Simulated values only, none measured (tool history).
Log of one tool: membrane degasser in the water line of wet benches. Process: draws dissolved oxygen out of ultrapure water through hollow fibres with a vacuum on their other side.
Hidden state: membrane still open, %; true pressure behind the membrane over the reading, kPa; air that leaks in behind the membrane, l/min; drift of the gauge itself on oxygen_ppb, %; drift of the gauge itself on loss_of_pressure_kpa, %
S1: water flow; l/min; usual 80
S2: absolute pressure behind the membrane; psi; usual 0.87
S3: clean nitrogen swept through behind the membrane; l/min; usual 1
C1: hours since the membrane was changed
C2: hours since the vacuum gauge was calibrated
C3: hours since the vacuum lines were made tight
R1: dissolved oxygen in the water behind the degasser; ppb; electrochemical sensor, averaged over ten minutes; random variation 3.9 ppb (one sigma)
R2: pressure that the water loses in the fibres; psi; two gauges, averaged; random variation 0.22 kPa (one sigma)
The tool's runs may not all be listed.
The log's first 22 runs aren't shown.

run	hour	S1	S2	S3	C1	C2	C3	R1	R2
23	3230.5	49	0.775	0.52	3258	609	4134	316.6	4.683
24	3433.5	103	0.745	0.52	3461	812	4337	454.1	9.865
25	3563.4	84	1.742	1	3591	942	4467	1127.5	8.087
26	3663.7	84	1.742	1	3691	1042	4567	1127.1	8.118
27	3800.3	80	0.985	1.96	3828	1179	4704	312.5	7.723
28	3899.4	80	0.985	1.96	3927	1278	4803	310.2	7.696
29	4003.6	80	0.985	1.96	4031	1382	4907	310.4	7.707
30	4211.1	80	0.985	1.96	4238	1589	5114	308.5	7.77
# hour 4396.7: gauge calibrated
31	4396.7	80	1.598	1	4424	1775	5300	978.2	7.488

Forecast each of these 4 alternatives for the next run:
A	4530.9	103	0.608	1	4558	1909	5434	?	?
B	4530.9	80	1.588	1	4558	1909	5434	?	?
C	4530.9	95	0.603	2.73	4558	1909	5434	?	?
D	4530.9	75	1.598	1	4558	1909	5434	?	?

run	R1	R2
A	199.2	9.658
B	984.3	7.517
C	105.3	8.96
D	948.3	7.036
Without the tool's hidden state the same runs would have given:
run	R1	R2
A	198.9	9.644
B	984.1	7.507
C	105.1	8.947
D	948.1	7.026
